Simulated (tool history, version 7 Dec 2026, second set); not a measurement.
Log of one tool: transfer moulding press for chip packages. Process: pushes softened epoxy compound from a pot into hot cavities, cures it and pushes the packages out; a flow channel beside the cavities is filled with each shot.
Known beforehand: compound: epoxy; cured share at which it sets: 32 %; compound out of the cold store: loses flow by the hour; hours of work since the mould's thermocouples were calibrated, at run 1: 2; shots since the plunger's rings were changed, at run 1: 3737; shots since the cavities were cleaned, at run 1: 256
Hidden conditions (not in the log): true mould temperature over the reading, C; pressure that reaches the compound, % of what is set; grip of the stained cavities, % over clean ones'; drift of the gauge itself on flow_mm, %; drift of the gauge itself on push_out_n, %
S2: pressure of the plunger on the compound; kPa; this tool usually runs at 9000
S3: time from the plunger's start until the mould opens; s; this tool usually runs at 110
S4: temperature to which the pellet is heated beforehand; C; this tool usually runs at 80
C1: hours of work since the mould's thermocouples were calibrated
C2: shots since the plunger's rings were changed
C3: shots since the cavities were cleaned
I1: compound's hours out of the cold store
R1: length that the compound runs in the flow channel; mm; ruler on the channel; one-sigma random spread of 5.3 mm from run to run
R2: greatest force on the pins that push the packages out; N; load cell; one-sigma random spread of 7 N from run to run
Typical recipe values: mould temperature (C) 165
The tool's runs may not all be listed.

Run 1, hour 0.0: usual settings; C1 2; C2 3737; C3 256; I1 14.7. Result: R1 825 mm, R2 466 N.
Run 2, hour 10.1: usual settings; C1 7; C2 3807; C3 326; I1 15.8. Result: R1 820 mm, R2 467 N.
Run 3, hour 28.1: usual settings; C1 15; C2 3932; C3 451; I1 8.1. Result: R1 857 mm, R2 513 N.
Run 4, hour 40.9: usual settings; C1 21; C2 4022; C3 541; I1 40.4. Result: R1 718 mm, R2 519 N.
Run 5, hour 60.6: usual settings but S2 10990 kPa; C1 30; C2 4159; C3 678; I1 28.0. Result: R1 839 mm, R2 542 N.
Run 6, hour 83.5: usual settings but S2 10990 kPa; C1 40; C2 4319; C3 838; I1 45.4. Result: R1 772 mm, R2 568 N.
At hour 94.9: cavities cleaned with cleaning compound and waxed.
Run 7, hour 97.1: usual settings but mould temperature (C) 166, S2 10990 kPa; C1 45; C2 4403; C3 15; I1 8.6. Result: R1 927 mm, R2 299 N.
Run 8, hour 108.3: usual settings but mould temperature (C) 166, S2 10990 kPa; C1 50; C2 4481; C3 93; I1 23.6. Result: R1 851 mm, R2 349 N.
At hour 112.2: mould's thermocouples calibrated.
Run 9, hour 129.8: usual settings but mould temperature (C) 163, S2 10990 kPa; C1 8; C2 4616; C3 228; I1 28.4. Result: R1 853 mm, R2 438 N.
Run 10, hour 147.9: usual settings but mould temperature (C) 161, S2 10990 kPa; C1 16; C2 4742; C3 354; I1 26.9. Result: R1 852 mm, R2 556 N.
Run 11, hour 161.7: usual settings but mould temperature (C) 159; C1 22; C2 4838; C3 450; I1 35.4. Result: R1 749 mm, R2 633 N.
At hour 166.0: plunger's sealing rings changed.
Run 12, hour 186.1: usual settings but S4 87 C; C1 32; C2 140; C3 603; I1 8.9. Result: R1 892 mm, R2 511 N.
Run 13, hour 197.4: usual settings but S4 87 C; C1 37; C2 219; C3 682; I1 40.4. Result: R1 763 mm, R2 508 N.
Run 14, hour 216.5: usual settings but S4 87 C; C1 46; C2 352; C3 815; I1 47.5. Result: R1 732 mm, R2 509 N.
Run 15, hour 228.2: usual settings but mould temperature (C) 159; C1 51; C2 433; C3 896; I1 23.7. Result: R1 843 mm, R2 767 N.
At hour 231.3: mould's thermocouples calibrated, once more.
At hour 234.8: cavities cleaned with cleaning compound and waxed.
Run 16, hour 248.6: usual settings but mould temperature (C) 159; C1 7; C2 551; C3 96; I1 21.0. Result: R1 865 mm, R2 521 N.
Run 17, hour 264.1: usual settings but mould temperature (C) 172, S3 119 s; C1 14; C2 659; C3 204; I1 38.5. Result: R1 740 mm, R2 358 N.
Run 18, hour 275.9: usual settings but mould temperature (C) 163, S2 8910 kPa, S4 90 C; C1 19; C2 740; C3 285; I1 30.5. Result: R1 798 mm, R2 475 N.
Run 19, hour 290.2: usual settings but mould temperature (C) 167, S2 9280 kPa, S3 91 s, S4 86 C; C1 26; C2 840; C3 385; I1 27.3. Result: R1 820 mm, R2 547 N.
Run 20, hour 309.9: usual settings but mould temperature (C) 167, S2 9280 kPa, S3 90 s, S4 86 C; C1 35; C2 978; C3 523; I1 16.8. Result: R1 858 mm, R2 622 N.
Run 21, hour 323.5: usual settings but mould temperature (C) 167, S2 9190 kPa, S3 90 s, S4 73 C; C1 41; C2 1072; C3 617; I1 17.2. Result: R1 865 mm, R2 644 N.
Run 22, hour 333.6: usual settings but mould temperature (C) 167, S2 7320 kPa, S3 90 s; C1 45; C2 1142; C3 687; I1 43.7. Result: R1 669 mm, R2 621 N.
Run 23, hour 346.9: usual settings but mould temperature (C) 169, S2 7970 kPa, S4 87 C; C1 51; C2 1235; C3 780; I1 40.8. Result: R1 700 mm, R2 494 N.
At hour 366.8: cavities cleaned with cleaning compound and waxed.
Run 24, hour 371.6: usual settings but mould temperature (C) 169, S2 7970 kPa, S3 106 s, S4 85 C; C1 62; C2 1396; C3 33; I1 16.1. Result: R1 799 mm, R2 295 N.
Run 25, hour 393.6: usual settings but mould temperature (C) 169, S2 7970 kPa, S3 106 s, S4 85 C; C1 72; C2 1550; C3 187; I1 33.5. Result: R1 721 mm, R2 391 N.
Run 26, hour 410.9: usual settings but mould temperature (C) 169, S2 7970 kPa, S3 106 s, S4 85 C; C1 79; C2 1670; C3 307; I1 20.0. Result: R1 768 mm, R2 413 N.
Run 27, hour 421.9: usual settings but mould temperature (C) 169, S2 7970 kPa, S3 106 s, S4 85 C; C1 84; C2 1746; C3 383; I1 24.5. Result: R1 749 mm, R2 428 N.
Run 28, hour 432.7: usual settings but mould temperature (C) 169, S2 8040 kPa, S3 91 s, S4 89 C; C1 89; C2 1822; C3 459; I1 42.4. Result: R1 683 mm, R2 508 N.
Run 29, hour 451.8: usual settings but mould temperature (C) 169, S2 8040 kPa, S3 91 s, S4 89 C; C1 98; C2 1955; C3 592; I1 37.3. Result: R1 703 mm, R2 528 N.

Results for each run, recomputed without the tool's hidden state and with each run's random variation untouched:
run   R1   R2
  1  877  310
  2  872  292
  3  914  299
  4  767  293
  5  898  292
  6  829  293
  7  995  291
  8  916  294
  9  920  315
 10  922  365
 11  811  392
 12  899  288
 13  769  280
 14  739  271
 15  853  417
 16  871  423
 17  747  253
 18  806  309
 19  829  329
 20  870  348
 21  878  345
 22  679  329
 23  713  252
 24  815  272
 25  737  284
 26  786  265
 27  768  260
 28  701  296
 29  723  289

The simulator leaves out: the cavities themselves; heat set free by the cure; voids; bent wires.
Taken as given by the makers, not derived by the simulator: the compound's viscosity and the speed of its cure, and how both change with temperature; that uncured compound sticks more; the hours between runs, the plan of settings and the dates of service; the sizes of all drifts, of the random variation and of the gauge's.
